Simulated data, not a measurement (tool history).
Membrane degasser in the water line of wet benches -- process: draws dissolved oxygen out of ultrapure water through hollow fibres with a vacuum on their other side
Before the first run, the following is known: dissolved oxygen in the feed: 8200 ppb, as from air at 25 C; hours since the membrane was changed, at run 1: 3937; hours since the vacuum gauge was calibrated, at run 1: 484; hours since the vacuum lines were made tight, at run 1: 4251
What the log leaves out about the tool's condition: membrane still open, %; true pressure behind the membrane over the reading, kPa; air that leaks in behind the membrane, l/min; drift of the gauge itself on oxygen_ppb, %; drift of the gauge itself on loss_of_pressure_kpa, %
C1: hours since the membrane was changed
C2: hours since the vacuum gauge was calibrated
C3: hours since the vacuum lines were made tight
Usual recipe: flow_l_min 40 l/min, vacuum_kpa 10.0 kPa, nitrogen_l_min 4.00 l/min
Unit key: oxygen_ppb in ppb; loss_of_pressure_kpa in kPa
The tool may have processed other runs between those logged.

run 1 day=0.000 | flow_l_min=40 vacuum_kpa=10.0 nitrogen_l_min=4.00 | C1=3937 C2=484 C3=4251 | oxygen_ppb=182.6 loss_of_pressure_kpa=36.46
run 2 day=3.825 | flow_l_min=40 vacuum_kpa=10.0 nitrogen_l_min=9.20 | C1=4029 C2=576 C3=4342 | oxygen_ppb=94.5 loss_of_pressure_kpa=36.13
run 3 day=6.833 | flow_l_min=40 vacuum_kpa=10.0 nitrogen_l_min=9.20 | C1=4101 C2=648 C3=4415 | oxygen_ppb=94.7 loss_of_pressure_kpa=35.86
run 4 day=10.588 | flow_l_min=40 vacuum_kpa=10.0 nitrogen_l_min=9.20 | C1=4191 C2=738 C3=4505 | oxygen_ppb=93.3 loss_of_pressure_kpa=36.18
run 5 day=15.325 | flow_l_min=40 vacuum_kpa=10.0 nitrogen_l_min=9.20 | C1=4305 C2=852 C3=4618 | oxygen_ppb=93.6 loss_of_pressure_kpa=36.20
run 6 day=18.862 | flow_l_min=40 vacuum_kpa=10.0 nitrogen_l_min=4.00 | C1=4389 C2=937 C3=4703 | oxygen_ppb=181.4 loss_of_pressure_kpa=36.17
run 7 day=22.929 | flow_l_min=40 vacuum_kpa=10.0 nitrogen_l_min=4.00 | C1=4487 C2=1035 C3=4801 | oxygen_ppb=177.5 loss_of_pressure_kpa=35.89
run 8 day=27.362 | flow_l_min=40 vacuum_kpa=10.0 nitrogen_l_min=4.00 | C1=4593 C2=1141 C3=4907 | oxygen_ppb=180.6 loss_of_pressure_kpa=36.48
run 9 day=31.458 | flow_l_min=40 vacuum_kpa=10.0 nitrogen_l_min=3.97 | C1=4692 C2=1239 C3=5006 | oxygen_ppb=180.7 loss_of_pressure_kpa=36.43
run 10 day=35.079 | flow_l_min=40 vacuum_kpa=10.0 nitrogen_l_min=3.97 | C1=4779 C2=1326 C3=5092 | oxygen_ppb=179.7 loss_of_pressure_kpa=36.35
run 11 day=39.217 | flow_l_min=40 vacuum_kpa=10.0 nitrogen_l_min=3.97 | C1=4878 C2=1425 C3=5192 | oxygen_ppb=179.8 loss_of_pressure_kpa=36.47
run 12 day=42.750 | flow_l_min=40 vacuum_kpa=10.0 nitrogen_l_min=3.97 | C1=4963 C2=1510 C3=5277 | oxygen_ppb=179.7 loss_of_pressure_kpa=36.26
run 13 day=46.246 | flow_l_min=40 vacuum_kpa=10.0 nitrogen_l_min=3.97 | C1=5047 C2=1594 C3=5361 | oxygen_ppb=177.8 loss_of_pressure_kpa=36.10
run 14 day=50.792 | flow_l_min=40 vacuum_kpa=10.0 nitrogen_l_min=3.97 | C1=5156 C2=1703 C3=5470 | oxygen_ppb=182.3 loss_of_pressure_kpa=36.67
run 15 day=52.883 | flow_l_min=40 vacuum_kpa=8.0 nitrogen_l_min=4.00 | C1=5206 C2=1753 C3=5520 | oxygen_ppb=136.2 loss_of_pressure_kpa=36.29
run 16 day=55.158 | flow_l_min=40 vacuum_kpa=8.0 nitrogen_l_min=4.00 | C1=5261 C2=1808 C3=5574 | oxygen_ppb=134.7 loss_of_pressure_kpa=36.41
run 17 day=57.483 | flow_l_min=25 vacuum_kpa=6.7 nitrogen_l_min=8.48 | C1=5316 C2=1864 C3=5630 | oxygen_ppb=27.9 loss_of_pressure_kpa=23.25
run 18 day=60.675 | flow_l_min=25 vacuum_kpa=6.7 nitrogen_l_min=8.48 | C1=5393 C2=1940 C3=5707 | oxygen_ppb=27.1 loss_of_pressure_kpa=22.90
run 19 day=63.354 | flow_l_min=25 vacuum_kpa=6.7 nitrogen_l_min=8.48 | C1=5457 C2=2005 C3=5771 | oxygen_ppb=27.4 loss_of_pressure_kpa=23.03
run 20 day=68.196 | flow_l_min=25 vacuum_kpa=6.7 nitrogen_l_min=8.48 | C1=5573 C2=2121 C3=5887 | oxygen_ppb=27.4 loss_of_pressure_kpa=22.73
run 21 day=72.854 | flow_l_min=25 vacuum_kpa=24.2 nitrogen_l_min=8.48 | C1=5685 C2=2233 C3=5999 | oxygen_ppb=152.5 loss_of_pressure_kpa=22.84
run 22 day=76.717 | flow_l_min=40 vacuum_kpa=7.5 nitrogen_l_min=4.47 | C1=5778 C2=2325 C3=6092 | oxygen_ppb=113.1 loss_of_pressure_kpa=36.89
run 23 day=81.121 | flow_l_min=40 vacuum_kpa=7.5 nitrogen_l_min=4.47 | C1=5884 C2=2431 C3=6197 | oxygen_ppb=112.1 loss_of_pressure_kpa=36.98
run 24 day=83.425 | flow_l_min=25 vacuum_kpa=21.4 nitrogen_l_min=2.77 | C1=5939 C2=2486 C3=6253 | oxygen_ppb=377.0 loss_of_pressure_kpa=22.81
-- day=84.425 gauge calibrated
run 25 day=86.417 | flow_l_min=25 vacuum_kpa=21.4 nitrogen_l_min=2.77 | C1=6011 C2=2558 C3=6325 | oxygen_ppb=376.2 loss_of_pressure_kpa=22.26
run 26 day=89.508 | flow_l_min=63 vacuum_kpa=7.5 nitrogen_l_min=2.89 | C1=6085 C2=2632 C3=6399 | oxygen_ppb=314.2 loss_of_pressure_kpa=56.90
run 27 day=93.033 | flow_l_min=63 vacuum_kpa=7.5 nitrogen_l_min=2.89 | C1=6170 C2=2717 C3=6483 | oxygen_ppb=317.5 loss_of_pressure_kpa=56.95
run 28 day=97.738 | flow_l_min=41 vacuum_kpa=12.8 nitrogen_l_min=2.89 | C1=6282 C2=2830 C3=6596 | oxygen_ppb=327.3 loss_of_pressure_kpa=37.20
run 29 day=100.929 | flow_l_min=28 vacuum_kpa=12.7 nitrogen_l_min=7.29 | C1=6359 C2=2907 C3=6673 | oxygen_ppb=92.5 loss_of_pressure_kpa=25.23
run 30 day=104.892 | flow_l_min=58 vacuum_kpa=14.6 nitrogen_l_min=7.29 | C1=6454 C2=3002 C3=6768 | oxygen_ppb=301.3 loss_of_pressure_kpa=52.70
run 31 day=107.104 | flow_l_min=38 vacuum_kpa=11.3 nitrogen_l_min=7.29 | C1=6507 C2=3055 C3=6821 | oxygen_ppb=118.9 loss_of_pressure_kpa=34.23
run 32 day=109.271 | flow_l_min=24 vacuum_kpa=7.0 nitrogen_l_min=4.33 | C1=6559 C2=3107 C3=6873 | oxygen_ppb=52.7 loss_of_pressure_kpa=22.02

Predict each of these 3 candidate next runs independently; none follows another, all start after run 32:
run A day=111.808 | flow_l_min=58 vacuum_kpa=10.0 nitrogen_l_min=4.00 | C1=6620 C2=3168 C3=6934 | oxygen_ppb=? loss_of_pressure_kpa=?
run B day=111.808 | flow_l_min=59 vacuum_kpa=13.6 nitrogen_l_min=1.83 | C1=6620 C2=3168 C3=6934 | oxygen_ppb=? loss_of_pressure_kpa=?
run C day=111.808 | flow_l_min=40 vacuum_kpa=16.2 nitrogen_l_min=6.54 | C1=6620 C2=3168 C3=6934 | oxygen_ppb=? loss_of_pressure_kpa=?

run=A oxygen_ppb=312.4 loss_of_pressure_kpa=53.24
run=B oxygen_ppb=738.4 loss_of_pressure_kpa=53.68
run=C oxygen_ppb=210.2 loss_of_pressure_kpa=35.77
Stripped of hidden state, with their random variation kept, the same runs would have yielded:
run=A oxygen_ppb=311.9 loss_of_pressure_kpa=52.71
run=B oxygen_ppb=737.8 loss_of_pressure_kpa=53.15
run=C oxygen_ppb=210.0 loss_of_pressure_kpa=35.41
